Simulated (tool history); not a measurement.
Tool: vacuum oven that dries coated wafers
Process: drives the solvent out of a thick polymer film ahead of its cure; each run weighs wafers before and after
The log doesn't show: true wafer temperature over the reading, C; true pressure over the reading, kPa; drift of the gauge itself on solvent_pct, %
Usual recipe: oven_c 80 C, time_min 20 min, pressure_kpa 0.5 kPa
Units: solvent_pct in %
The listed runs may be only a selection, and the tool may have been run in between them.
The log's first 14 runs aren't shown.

run    hour  oven_c  time_min  pressure_kpa  hours of work since the thermocouples were calibrated  hours of work since the vacuum gauge was cleaned of residue  solvent_pct
      958.7  -- oven's thermocouples calibrated
 15    1002      80        20         0.381                                                     24                                                          590         2.96
 16  1062.8      80        20           0.5                                                     58                                                          624         3.13
 17  1108.5      75        20           0.5                                                     84                                                          650         4.58
 18    1157      75        20           0.5                                                    111                                                          677         4.53
 19  1225.8      75        20           0.5                                                    149                                                          715         4.62
 20  1301.8      75        20           0.5                                                    192                                                          758         4.48
 21  1384.9      66        16           0.5                                                    238                                                          804         7.57
 22  1458.7      66        16           0.5                                                    280                                                          846          7.6
 23    1509      93        16         1.202                                                    308                                                          874         1.58
 24  1601.2      80        11           0.5                                                    359                                                          925         5.11
 25  1642.6      79        17         1.269                                                    383                                                          949         4.83
 26  1711.3      79        17         1.269                                                    421                                                          987         4.72
 27  1778.3      80        32         1.263                                                    458                                                         1024         2.73
 28  1854.6      87        22         0.527                                                    501                                                         1067         1.38
 29  1923.8      87        22         0.527                                                    540                                                         1106         1.41
 30  1994.4      87        22         0.527                                                    579                                                         1145         1.34
 31  2086.9      92        12         0.397                                                    631                                                         1197         1.77
 32  2138.9      82        27          1.49                                                    660                                                         1226         2.85
 33  2203.2      80        18         0.553                                                    696                                                         1262         3.58
 34    2293      80        20         1.769                                                    746                                                         1312         4.54
 35  2341.1      75        20           0.5                                                    773                                                         1339         4.56

Run 36 is up next; what results do you expect?
 36  2410.8      75        20           0.5                                                    812                                                         1378            ?

{"run 36": {"solvent_pct": 4.56}}
Were there no unlogged condition in the tool, this run, its random variation unchanged, would have produced solvent_pct 4.56 %.

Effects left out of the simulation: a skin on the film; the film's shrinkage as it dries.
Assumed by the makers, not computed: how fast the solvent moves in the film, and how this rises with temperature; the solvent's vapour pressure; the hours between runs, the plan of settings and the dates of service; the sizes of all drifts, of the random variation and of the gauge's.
